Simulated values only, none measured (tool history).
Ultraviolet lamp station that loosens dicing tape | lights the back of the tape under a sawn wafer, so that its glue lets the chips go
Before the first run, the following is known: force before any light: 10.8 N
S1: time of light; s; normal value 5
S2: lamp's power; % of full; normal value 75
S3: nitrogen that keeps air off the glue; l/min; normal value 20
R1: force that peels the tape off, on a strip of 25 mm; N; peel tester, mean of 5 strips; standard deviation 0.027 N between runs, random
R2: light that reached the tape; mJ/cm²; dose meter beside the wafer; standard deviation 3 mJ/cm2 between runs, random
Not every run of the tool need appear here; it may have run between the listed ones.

run 1 hour=0.0 | S1=5 S2=75 S3=20 | R1=1.974 R2=358
run 2 hour=80.3 | S1=5 S2=75 S3=20 | R1=2.094 R2=352
run 3 hour=136.5 | S1=5 S2=75 S3=20 | R1=2.049 R2=347
run 4 hour=233.4 | S1=5 S2=75 S3=20 | R1=2.201 R2=342
run 5 hour=317.1 | S1=6 S2=75 S3=20 | R1=1.691 R2=398
run 6 hour=399.1 | S1=5 S2=75 S3=20 | R1=2.275 R2=328
run 7 hour=449.8 | S1=2 S2=75 S3=20 | R1=5.764 R2=127
run 8 hour=541.4 | S1=5 S2=75 S3=20 | R1=2.403 R2=313
run 9 hour=596.9 | S1=5 S2=75 S3=20 | R1=2.483 R2=309
-- hour=671.4 window cleaned of glue's vapour
run 10 hour=671.4 | S1=5 S2=75 S3=8 | R1=3.424 R2=325
run 11 hour=733.5 | S1=5 S2=75 S3=8 | R1=3.532 R2=318
run 12 hour=781.3 | S1=5 S2=75 S3=8 | R1=3.553 R2=318
run 13 hour=821.8 | S1=5 S2=66 S3=8 | R1=4.167 R2=274
run 14 hour=887.9 | S1=2 S2=79 S3=23 | R1=5.856 R2=130
run 15 hour=948.5 | S1=5 S2=69 S3=20 | R1=2.821 R2=282
run 16 hour=1019.6 | S1=5 S2=69 S3=20 | R1=2.982 R2=273
run 17 hour=1080.4 | S1=5 S2=69 S3=23 | R1=3.022 R2=270
run 18 hour=1173.1 | S1=2 S2=75 S3=28 | R1=6.001 R2=111
-- hour=1181.5 lamp changed
run 19 hour=1261.1 | S1=10 S2=75 S3=26 | R1=0.346 R2=848

Forecast each of these 3 alternatives for the next run:
run A hour=1346.3 | S1=5 S2=95 S3=7 | R1=? R2=?
run B hour=1346.3 | S1=6 S2=65 S3=7 | R1=? R2=?
run C hour=1346.3 | S1=6 S2=69 S3=17 | R1=? R2=?

run=A R1=1.871 R2=524
run=B R1=2.547 R2=430
run=C R1=1.394 R2=456
Without the tool's hidden state the same runs would have given:
run=A R1=1.622 R2=571
run=B R1=2.255 R2=469
run=C R1=1.190 R2=497
